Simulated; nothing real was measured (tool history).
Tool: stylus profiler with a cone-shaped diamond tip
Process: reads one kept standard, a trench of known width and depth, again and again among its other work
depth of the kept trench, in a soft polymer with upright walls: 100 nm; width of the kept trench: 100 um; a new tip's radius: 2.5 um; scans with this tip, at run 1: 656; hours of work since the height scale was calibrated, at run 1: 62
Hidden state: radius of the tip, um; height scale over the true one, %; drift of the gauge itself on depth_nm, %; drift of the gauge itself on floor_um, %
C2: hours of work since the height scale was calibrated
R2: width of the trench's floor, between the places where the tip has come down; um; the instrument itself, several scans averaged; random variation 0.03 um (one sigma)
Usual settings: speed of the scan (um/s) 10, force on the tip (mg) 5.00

Run 1, hour 0.0: usual settings; scans with this tip 656; C2 62. Result: depth of the trench (Å) 1011.0, R2 98.57 um.
Run 2, hour 45.4: usual settings but force on the tip (mg) 8.67; scans with this tip 1035; C2 98. Result: depth of the trench (Å) 1014.4, R2 98.54 um.
Run 3, hour 77.9: usual settings but force on the tip (mg) 8.67; scans with this tip 1306; C2 124. Result: depth of the trench (Å) 1015.2, R2 98.54 um.
Run 4, hour 102.7: usual settings but force on the tip (mg) 8.67; scans with this tip 1513; C2 144. Result: depth of the trench (Å) 1015.4, R2 98.49 um.
Run 5, hour 160.3: usual settings but force on the tip (mg) 8.67; scans with this tip 1995; C2 190. Result: depth of the trench (Å) 1015.7, R2 98.46 um.
Run 6, hour 200.4: usual settings but force on the tip (mg) 8.67; scans with this tip 2329; C2 222. Result: depth of the trench (Å) 1015.7, R2 98.48 um.
Run 7, hour 236.6: usual settings; scans with this tip 2632; C2 250. Result: depth of the trench (Å) 1010.2, R2 98.46 um.
Run 8, hour 286.9: usual settings but force on the tip (mg) 7.74; scans with this tip 3051; C2 290. Result: depth of the trench (Å) 1015.0, R2 98.42 um.
Run 9, hour 324.0: usual settings; scans with this tip 3361; C2 320. Result: depth of the trench (Å) 1010.4, R2 98.37 um.
Run 10, hour 355.3: usual settings but speed of the scan (um/s) 29; scans with this tip 3622; C2 345. Result: depth of the trench (Å) 1011.2, R2 98.31 um.
Run 11, hour 401.9: usual settings but force on the tip (mg) 11.25; scans with this tip 4011; C2 382. Result: depth of the trench (Å) 1017.9, R2 98.35 um.
Run 12, hour 457.5: usual settings but speed of the scan (um/s) 12; scans with this tip 4475; C2 426. Result: depth of the trench (Å) 1011.0, R2 98.31 um.
Run 13, hour 485.8: usual settings but speed of the scan (um/s) 17; scans with this tip 4712; C2 448. Result: depth of the trench (Å) 1010.4, R2 98.25 um.
Run 14, hour 521.0: usual settings but speed of the scan (um/s) 17; scans with this tip 5005; C2 476. Result: depth of the trench (Å) 1010.4, R2 98.34 um.
Run 15, hour 549.5: usual settings but force on the tip (mg) 7.88; scans with this tip 5243; C2 499. Result: depth of the trench (Å) 1014.2, R2 98.32 um.
Run 16, hour 596.6: usual settings but force on the tip (mg) 7.88; scans with this tip 5636; C2 536. Result: depth of the trench (Å) 1015.3, R2 98.24 um.
Run 17, hour 651.1: usual settings but force on the tip (mg) 7.88; scans with this tip 6091; C2 579. Result: depth of the trench (Å) 1016.3, R2 98.31 um.
Run 18, hour 696.5: usual settings but speed of the scan (um/s) 25, force on the tip (mg) 5.60; scans with this tip 6470; C2 615. Result: depth of the trench (Å) 1013.0, R2 98.20 um.
Run 19, hour 727.3: usual settings but speed of the scan (um/s) 32; scans with this tip 6727; C2 640. Result: depth of the trench (Å) 1011.9, R2 98.12 um.
Run 20, hour 759.4: usual settings but speed of the scan (um/s) 7, force on the tip (mg) 1.89; scans with this tip 6995; C2 665. Result: depth of the trench (Å) 1006.4, R2 98.17 um.
Run 21, hour 797.1: usual settings but speed of the scan (um/s) 19, force on the tip (mg) 6.05; scans with this tip 7309; C2 695. Result: depth of the trench (Å) 1012.8, R2 98.18 um.
Run 22, hour 839.9: usual settings but speed of the scan (um/s) 2, force on the tip (mg) 4.31; scans with this tip 7667; C2 729. Result: depth of the trench (Å) 1011.2, R2 98.17 um.
Run 23, hour 892.2: usual settings but speed of the scan (um/s) 30, force on the tip (mg) 5.71; scans with this tip 8104; C2 771. Result: depth of the trench (Å) 1013.2, R2 98.07 um.
Run 24, hour 938.1: usual settings but speed of the scan (um/s) 6; scans with this tip 8487; C2 807. Result: depth of the trench (Å) 1011.8, R2 98.15 um.
Run 25, hour 964.5: usual settings but speed of the scan (um/s) 3, force on the tip (mg) 2.69; scans with this tip 8707; C2 828. Result: depth of the trench (Å) 1009.4, R2 98.16 um.
Run 26, hour 1015.2: usual settings but speed of the scan (um/s) 3, force on the tip (mg) 2.69; scans with this tip 9130; C2 868. Result: depth of the trench (Å) 1010.2, R2 98.13 um.
Run 27, hour 1054.9: usual settings but speed of the scan (um/s) 3, force on the tip (mg) 2.69; scans with this tip 9461; C2 900. Result: depth of the trench (Å) 1009.7, R2 98.13 um.
Run 28, hour 1111.9: usual settings but speed of the scan (um/s) 3, force on the tip (mg) 2.69; scans with this tip 9937; C2 945. Result: depth of the trench (Å) 1008.8, R2 98.06 um.

5 ways to go on from here, each from the tool as it stands after run 28. What would each give?
Run A, hour 1156.0: usual settings but speed of the scan (um/s) 3, force on the tip (mg) 2.91; scans with this tip 10305; C2 980. Result: depth of the trench (Å) ?, R2 ?.
Run B, hour 1156.0: usual settings; scans with this tip 10305; C2 980. Result: depth of the trench (Å) ?, R2 ?.
Run C, hour 1156.0: usual settings but speed of the scan (um/s) 5, force on the tip (mg) 10.05; scans with this tip 10305; C2 980. Result: depth of the trench (Å) ?, R2 ?.
Run D, hour 1156.0: usual settings but speed of the scan (um/s) 3, force on the tip (mg) 2.69; scans with this tip 10305; C2 980. Result: depth of the trench (Å) ?, R2 ?.
Run E, hour 1156.0: usual settings but speed of the scan (um/s) 3, force on the tip (mg) 3.81; scans with this tip 10305; C2 980. Result: depth of the trench (Å) ?, R2 ?.

run  depth of the trench (Å)     R2
  A                   1010.0  98.06
  B                   1012.7  98.09
  C                   1019.1  98.08
  D                   1009.1  98.02
  E                   1010.7  98.07
Without the tool's hidden state the same runs would have given:
run  depth of the trench (Å)     R2
  A                   1007.7  98.59
  B                   1010.5  98.62
  C                   1016.8  98.61
  D                   1006.9  98.56
  E                   1008.5  98.60
